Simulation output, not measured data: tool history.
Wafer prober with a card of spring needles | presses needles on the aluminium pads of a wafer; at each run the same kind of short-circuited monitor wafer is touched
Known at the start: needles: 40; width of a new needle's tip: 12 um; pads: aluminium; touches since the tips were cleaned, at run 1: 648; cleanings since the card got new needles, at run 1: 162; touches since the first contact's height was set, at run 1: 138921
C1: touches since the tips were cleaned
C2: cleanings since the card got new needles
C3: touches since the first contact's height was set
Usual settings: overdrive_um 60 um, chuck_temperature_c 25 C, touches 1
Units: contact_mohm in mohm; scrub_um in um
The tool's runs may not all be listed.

Run 1, hour 0: usual settings; C1 648; C2 162; C3 138921. Result: contact_mohm 211 mohm, scrub_um 16.04 um.
At hour 8.2: tips cleaned on abrasive film.
At hour 16.4: tips cleaned on abrasive film.
At hour 26.5: tips cleaned on abrasive film.
At hour 36.7: tips cleaned on abrasive film.
Run 2, hour 43.9: usual settings; C1 3590; C2 166; C3 160677. Result: contact_mohm 216 mohm, scrub_um 16.05 um.
At hour 46: tips cleaned on abrasive film.
At hour 56.2: tips cleaned on abrasive film.
At hour 64.4: tips cleaned on abrasive film.
At hour 74.6: tips cleaned on abrasive film.
At hour 82.8: tips cleaned on abrasive film.
At hour 93: tips cleaned on abrasive film.
Run 3, hour 99.7: usual settings but chuck_temperature_c 111 C; C1 3350; C2 172; C3 188250. Result: contact_mohm 234 mohm, scrub_um 15.67 um.
At hour 101.8: tips cleaned on abrasive film.
At hour 112: tips cleaned on abrasive film.
At hour 122.2: tips cleaned on abrasive film.
At hour 130.4: tips cleaned on abrasive film.
At hour 140.5: tips cleaned on abrasive film.
Run 4, hour 147: usual settings; C1 3210; C2 177; C3 211644. Result: contact_mohm 215 mohm, scrub_um 15.77 um.
At hour 149.1: tips cleaned on abrasive film.
At hour 153.4: height of the first contact set anew.
At hour 159.6: tips cleaned on abrasive film.
At hour 169.8: tips cleaned on abrasive film.
At hour 180: tips cleaned on abrasive film.
At hour 188.1: tips cleaned on abrasive film.
At hour 198.3: tips cleaned on abrasive film.
Run 5, hour 203.7: usual settings but chuck_temperature_c 32 C; C1 2693; C2 183; C3 24897. Result: contact_mohm 220 mohm, scrub_um 16.25 um.
At hour 207.9: tips cleaned on abrasive film.
At hour 216: tips cleaned on abrasive film.
At hour 226.2: tips cleaned on abrasive film.
At hour 236.4: tips cleaned on abrasive film.
At hour 246.6: tips cleaned on abrasive film.
At hour 255.1: tips cleaned on abrasive film.
Run 6, hour 255.1: usual settings but chuck_temperature_c 32 C; C1 0; C2 189; C3 50291. Result: contact_mohm 213 mohm, scrub_um 16.61 um.
At hour 263.3: tips cleaned on abrasive film.
At hour 273.5: tips cleaned on abrasive film.
At hour 281.7: tips cleaned on abrasive film.
At hour 291.9: tips cleaned on abrasive film.
Run 7, hour 297.2: usual settings but chuck_temperature_c 32 C; C1 2648; C2 193; C3 71108. Result: contact_mohm 214 mohm, scrub_um 16.62 um.
At hour 301.3: tips cleaned on abrasive film.
At hour 311.5: tips cleaned on abrasive film.
At hour 319.7: tips cleaned on abrasive film.
At hour 329.9: tips cleaned on abrasive film.
At hour 340.1: tips cleaned on abrasive film.
At hour 350.2: tips cleaned on abrasive film.
Run 8, hour 352.4: usual settings but chuck_temperature_c 32 C; C1 1095; C2 199; C3 98444. Result: contact_mohm 215 mohm, scrub_um 15.9 um.
At hour 358.6: tips cleaned on abrasive film.
At hour 368.8: tips cleaned on abrasive film.
At hour 379: tips cleaned on abrasive film.
At hour 387.2: tips cleaned on abrasive film.
At hour 397.4: tips cleaned on abrasive film.
Run 9, hour 399.9: usual settings but overdrive_um 53 um; C1 1285; C2 204; C3 121933. Result: contact_mohm 215 mohm, scrub_um 14.33 um.
At hour 406.1: tips cleaned on abrasive film.
At hour 414.3: tips cleaned on abrasive film.
At hour 424.4: tips cleaned on abrasive film.
At hour 434.6: tips cleaned on abrasive film.
At hour 444.8: tips cleaned on abrasive film.
At hour 453.1: tips cleaned on abrasive film.
Run 10, hour 453.1: usual settings but overdrive_um 53 um; C1 0; C2 210; C3 148211. Result: contact_mohm 210 mohm, scrub_um 13.96 um.
At hour 461.3: tips cleaned on abrasive film.
At hour 469.5: tips cleaned on abrasive film.
At hour 479: tips cleaned on abrasive film.
Run 11, hour 479: usual settings but overdrive_um 53 um; C1 0; C2 213; C3 161004. Result: contact_mohm 209 mohm, scrub_um 13.94 um.
At hour 487.2: tips cleaned on abrasive film.
At hour 497.3: tips cleaned on abrasive film.
At hour 506.2: tips cleaned on abrasive film.
Run 12, hour 506.2: usual settings; C1 0; C2 216; C3 174456. Result: contact_mohm 205 mohm, scrub_um 15.94 um.
At hour 514.4: tips cleaned on abrasive film.
At hour 522.5: tips cleaned on abrasive film.
At hour 532.7: tips cleaned on abrasive film.
At hour 540.9: tips cleaned on abrasive film.
Run 13, hour 546.4: usual settings; C1 2734; C2 220; C3 194351. Result: contact_mohm 215 mohm, scrub_um 15.73 um.
At hour 550.5: tips cleaned on abrasive film.
At hour 560.7: tips cleaned on abrasive film.
At hour 570.9: tips cleaned on abrasive film.
At hour 581.1: tips cleaned on abrasive film.
At hour 587.5: height of the first contact set anew.
At hour 589.6: tips cleaned on abrasive film.
Run 14, hour 591.7: usual settings but chuck_temperature_c 50 C, touches 3; C1 1079; C2 225; C3 2089. Result: contact_mohm 211 mohm, scrub_um 16.76 um.
At hour 597.9: tips cleaned on abrasive film.
At hour 608.1: tips cleaned on abrasive film.
At hour 620.1: card fitted with new needles.
At hour 630.3: tips cleaned on abrasive film.
Run 15, hour 638.2: usual settings but chuck_temperature_c 31 C; C1 3940; C2 1; C3 8986. Result: contact_mohm 216 mohm, scrub_um 16.57 um.
At hour 640.3: tips cleaned on abrasive film.
At hour 650.5: tips cleaned on abrasive film.
At hour 660.7: tips cleaned on abrasive film.
At hour 670.9: tips cleaned on abrasive film.
Run 16, hour 671.8: usual settings but chuck_temperature_c 31 C; C1 483; C2 5; C3 25618. Result: contact_mohm 210 mohm, scrub_um 16.67 um.
At hour 680: tips cleaned on abrasive film.
At hour 688.2: tips cleaned on abrasive film.
At hour 698.4: tips cleaned on abrasive film.
At hour 708.6: tips cleaned on abrasive film.
Run 17, hour 716.3: usual settings but overdrive_um 43 um; C1 3883; C2 9; C3 47669. Result: contact_mohm 223 mohm, scrub_um 11.76 um.
At hour 718.5: tips cleaned on abrasive film.
At hour 728.7: tips cleaned on abrasive film.
At hour 738.8: tips cleaned on abrasive film.
At hour 749: tips cleaned on abrasive film.
At hour 759.2: tips cleaned on abrasive film.
At hour 769.4: tips cleaned on abrasive film.
At hour 777.6: tips cleaned on abrasive film.
Run 18, hour 780.2: usual settings but overdrive_um 77 um, chuck_temperature_c 36 C; C1 1277; C2 16; C3 79225. Result: contact_mohm 213 mohm, scrub_um 20.91 um.
At hour 786.3: tips cleaned on abrasive film.
At hour 796.5: tips cleaned on abrasive film.
At hour 806.7: tips cleaned on abrasive film.
Run 19, hour 813: usual settings but overdrive_um 47 um, chuck_temperature_c 36 C; C1 3131; C2 19; C3 95476. Result: contact_mohm 217 mohm, scrub_um 12.68 um.
At hour 815.1: tips cleaned on abrasive film.
At hour 825.3: tips cleaned on abrasive film.
At hour 833.5: tips cleaned on abrasive film.
At hour 843.7: tips cleaned on abrasive film.
At hour 853.9: tips cleaned on abrasive film.
At hour 862: tips cleaned on abrasive film.
At hour 871.1: tips cleaned on abrasive film.
Run 20, hour 871.1: usual settings but overdrive_um 71 um, chuck_temperature_c 95 C, touches 3; C1 0; C2 26; C3 124191. Result: contact_mohm 221 mohm, scrub_um 18.62 um.
At hour 881.3: tips cleaned on abrasive film.
At hour 891.5: tips cleaned on abrasive film.
At hour 901.7: tips cleaned on abrasive film.
At hour 911.9: tips cleaned on abrasive film.
At hour 922.1: tips cleaned on abrasive film.
Run 21, hour 923.1: usual settings but overdrive_um 71 um, chuck_temperature_c 115 C, touches 3; C1 510; C2 31; C3 149932. Result: contact_mohm 229 mohm, scrub_um 19.06 um.
At hour 931.3: tips cleaned on abrasive film.
At hour 941.5: tips cleaned on abrasive film.
At hour 951.7: tips cleaned on abrasive film.
Run 22, hour 957.2: usual settings but overdrive_um 71 um, chuck_temperature_c 115 C, touches 3; C1 2773; C2 34; C3 166836. Result: contact_mohm 227 mohm, scrub_um 18.97 um.
At hour 961.3: tips cleaned on abrasive film.
At hour 971.5: tips cleaned on abrasive film.
At hour 981.7: tips cleaned on abrasive film.
At hour 991.5: tips cleaned on abrasive film.
Run 23, hour 991.5: usual settings but overdrive_um 45 um, touches 3; C1 0; C2 38; C3 183786. Result: contact_mohm 204 mohm, scrub_um 11.74 um.

Forecast each of these 4 alternatives for the next run:
At hour 1001.7: tips cleaned on abrasive film.
At hour 1011.9: tips cleaned on abrasive film.
At hour 1022.1: tips cleaned on abrasive film.
At hour 1032.3: tips cleaned on abrasive film.
At hour 1042.5: tips cleaned on abrasive film.
Run A, hour 1049.2: usual settings but overdrive_um 45 um, touches 2; C1 3355; C2 43; C3 212373. Result: contact_mohm ?, scrub_um ?.
At hour 1001.7: tips cleaned on abrasive film.
At hour 1011.9: tips cleaned on abrasive film.
At hour 1022.1: tips cleaned on abrasive film.
At hour 1032.3: tips cleaned on abrasive film.
At hour 1042.5: tips cleaned on abrasive film.
Run B, hour 1049.2: usual settings but overdrive_um 70 um, chuck_temperature_c 83 C, touches 2; C1 3355; C2 43; C3 212373. Result: contact_mohm ?, scrub_um ?.
At hour 1001.7: tips cleaned on abrasive film.
At hour 1011.9: tips cleaned on abrasive film.
At hour 1022.1: tips cleaned on abrasive film.
At hour 1032.3: tips cleaned on abrasive film.
At hour 1042.5: tips cleaned on abrasive film.
Run C, hour 1049.2: usual settings but overdrive_um 46 um, chuck_temperature_c 31 C; C1 3355; C2 43; C3 212373. Result: contact_mohm ?, scrub_um ?.
At hour 1001.7: tips cleaned on abrasive film.
At hour 1011.9: tips cleaned on abrasive film.
At hour 1022.1: tips cleaned on abrasive film.
At hour 1032.3: tips cleaned on abrasive film.
At hour 1042.5: tips cleaned on abrasive film.
Run D, hour 1049.2: usual settings but overdrive_um 69 um, touches 2; C1 3355; C2 43; C3 212373. Result: contact_mohm ?, scrub_um ?.

run  contact_mohm  scrub_um
  A           216     11.46
  B           225     18.51
  C           225     11.88
  D           211     18.32
Without the tool's hidden state the same runs would have given:
run  contact_mohm  scrub_um
  A           205     12.43
  B           220     19.48
  C           208     12.84
  D           205     19.29
